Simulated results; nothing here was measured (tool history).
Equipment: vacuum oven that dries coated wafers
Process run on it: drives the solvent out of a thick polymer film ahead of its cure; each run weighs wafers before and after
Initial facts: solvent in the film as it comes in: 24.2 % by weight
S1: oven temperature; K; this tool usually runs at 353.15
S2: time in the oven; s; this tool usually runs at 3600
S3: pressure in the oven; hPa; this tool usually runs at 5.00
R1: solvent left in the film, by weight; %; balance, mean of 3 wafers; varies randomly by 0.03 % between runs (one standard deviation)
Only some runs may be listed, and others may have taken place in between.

Run 1, day 0.000: usual settings. Result: R1 1.04 %.
Run 2, day 1.725: usual settings but S2 2460 s. Result: R1 2.38 %.
Run 3, day 3.550: usual settings but S2 2460 s. Result: R1 2.38 %.
Run 4, day 4.892: usual settings. Result: R1 1.15 %.
Run 5, day 6.296: usual settings. Result: R1 1.07 %.
Run 6, day 7.088: usual settings but S3 6.85 hPa. Result: R1 1.20 %.
Run 7, day 8.221: usual settings but S3 6.85 hPa. Result: R1 1.22 %.
Run 8, day 9.325: usual settings but S3 11.62 hPa. Result: R1 1.48 %.
Run 9, day 10.654: usual settings but S3 11.62 hPa. Result: R1 1.56 %.
Run 10, day 12.417: usual settings but S3 11.62 hPa. Result: R1 1.59 %.
At day 12.900: oven's thermocouples calibrated.
Run 11, day 14.025: usual settings but S2 2040 s, S3 11.62 hPa. Result: R1 3.69 %.
Run 12, day 14.792: usual settings but S2 2040 s, S3 11.62 hPa. Result: R1 3.74 %.
Run 13, day 15.588: usual settings but S2 2040 s, S3 11.62 hPa. Result: R1 3.69 %.
Run 14, day 16.688: usual settings but S1 340.15 K. Result: R1 4.47 %.
Run 15, day 17.746: usual settings but S2 4680 s. Result: R1 0.68 %.
Run 16, day 19.412: usual settings. Result: R1 1.05 %.
Run 17, day 20.542: usual settings but S2 2940 s. Result: R1 1.62 %.
Run 18, day 21.917: usual settings but S2 2940 s. Result: R1 1.63 %.
Run 19, day 22.925: usual settings. Result: R1 1.07 %.
Run 20, day 24.254: usual settings but S2 5580 s. Result: R1 0.49 %.
Run 21, day 25.388: usual settings but S2 5580 s. Result: R1 0.46 %.
Run 22, day 26.154: usual settings. Result: R1 1.04 %.
Run 23, day 27.638: usual settings but S2 3360 s, S3 3.51 hPa. Result: R1 1.12 %.
Run 24, day 28.812: usual settings but S2 3360 s, S3 3.51 hPa. Result: R1 1.11 %.
Run 25, day 30.454: usual settings but S1 365.15 K, S2 5580 s, S3 2.99 hPa. Result: R1 0.14 %.
Run 26, day 31.842: usual settings but S1 365.15 K, S2 5580 s, S3 2.99 hPa. Result: R1 0.20 %.
Run 27, day 33.429: usual settings but S2 5580 s, S3 2.61 hPa. Result: R1 0.34 %.
Run 28, day 34.225: usual settings but S2 5580 s, S3 2.61 hPa. Result: R1 0.30 %.
Run 29, day 35.579: usual settings but S2 5580 s, S3 2.61 hPa. Result: R1 0.29 %.
Run 30, day 37.229: usual settings but S2 4080 s, S3 14.15 hPa. Result: R1 1.45 %.
Run 31, day 38.600: usual settings but S2 5760 s, S3 19.64 hPa. Result: R1 1.59 %.
Run 32, day 39.788: usual settings but S2 5760 s, S3 19.64 hPa. Result: R1 1.55 %.
Run 33, day 40.979: usual settings but S2 5760 s, S3 19.64 hPa. Result: R1 1.61 %.
Run 34, day 42.158: usual settings but S1 345.15 K, S2 4500 s, S3 3.95 hPa. Result: R1 1.74 %.
Run 35, day 43.817: usual settings but S1 363.15 K. Result: R1 0.29 %.
Run 36, day 44.721: usual settings but S1 338.15 K, S2 3720 s, S3 13.19 hPa. Result: R1 5.99 %.
Run 37, day 45.488: usual settings but S1 340.15 K, S2 3900 s, S3 10.84 hPa. Result: R1 4.64 %.
At day 45.679: vacuum gauge cleaned of residue and calibrated.
Run 38, day 46.446: usual settings but S1 356.15 K, S2 6000 s. Result: R1 0.38 %.
Run 39, day 48.271: usual settings but S1 351.15 K, S2 3120 s, S3 17.07 hPa. Result: R1 2.80 %.
Run 40, day 49.608: usual settings but S1 351.15 K, S2 2100 s, S3 8.30 hPa. Result: R1 3.96 %.
Run 41, day 50.975: usual settings but S1 351.15 K, S2 2100 s, S3 8.30 hPa. Result: R1 4.00 %.
Run 42, day 52.779: usual settings but S1 351.15 K, S2 2100 s, S3 8.30 hPa. Result: R1 3.97 %.
Run 43, day 54.317: usual settings but S1 351.15 K, S2 2100 s, S3 8.30 hPa. Result: R1 3.99 %.

Predict each of these 4 candidate next runs independently; none follows another, all start after run 43:
Run A, day 55.450: usual settings but S1 351.15 K, S2 6120 s, S3 2.90 hPa. Result: R1 ?.
Run B, day 55.450: usual settings but S1 346.15 K, S2 2100 s, S3 6.24 hPa. Result: R1 ?.
Run C, day 55.450: usual settings but S1 351.15 K, S2 3120 s, S3 8.30 hPa. Result: R1 ?.
Run D, day 55.450: usual settings but S2 5400 s. Result: R1 ?.

run    R1
  A  0.33
  B  5.70
  C  2.08
  D  0.49
With the hidden condition removed and each run's random variation left untouched, the same runs would have given:
run    R1
  A  0.33
  B  5.69
  C  2.07
  D  0.49
